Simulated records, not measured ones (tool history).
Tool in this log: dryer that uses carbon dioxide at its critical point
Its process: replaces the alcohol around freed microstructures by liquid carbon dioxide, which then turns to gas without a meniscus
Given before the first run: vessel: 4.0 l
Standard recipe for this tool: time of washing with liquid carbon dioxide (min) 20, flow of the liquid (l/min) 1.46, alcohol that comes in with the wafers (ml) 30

run	hour	time of washing with liquid carbon dioxide (min)	flow of the liquid (l/min)	alcohol that comes in with the wafers (ml)	alcohol left in the vessel before it's heated (ppm by volume)
1	0	20	1.46	30	202
2	33.8	20	1.79	30	176
3	63.7	20	1.79	30	175
4	99.9	20	1.79	30	198
5	143.5	20	1.79	30	182
6	184.6	28	1.79	30	194
7	219.8	20	1.25	30	234
# hour 244.5: inlet filter changed
8	245.3	26	1.02	68	261
9	271.7	16	2.29	21	199
10	313.5	16	2.29	21	217
11	348.6	16	2.29	21	214

A few steps of alcohol left in the vessel before it's heated (ppm by volume) between consecutive runs. Split each: what settings, incoming material and random variation would produce without the hidden state, and what is left over for the hidden state, along with gauge scatter present in only one of the two compared results (measured, and without hidden state):
Hidden state at play: flow that reaches the vessel past the clogged filter, %; alcohol in the recycled carbon dioxide, ppm; drift of the gauge itself on alcohol_ppm, %.
Run 6 -> 7: time of washing with liquid carbon dioxide (min) 28 -> 20, flow of the liquid (l/min) 1.79 -> 1.25. alcohol left in the vessel before it's heated (ppm by volume) +40: hidden state +18, all else +22.
Run 8 -> 9: time of washing with liquid carbon dioxide (min) 26 -> 16, flow of the liquid (l/min) 1.02 -> 2.29, alcohol that comes in with the wafers (ml) 68 -> 21. alcohol left in the vessel before it's heated (ppm by volume) -62: hidden state -3, all else -59.

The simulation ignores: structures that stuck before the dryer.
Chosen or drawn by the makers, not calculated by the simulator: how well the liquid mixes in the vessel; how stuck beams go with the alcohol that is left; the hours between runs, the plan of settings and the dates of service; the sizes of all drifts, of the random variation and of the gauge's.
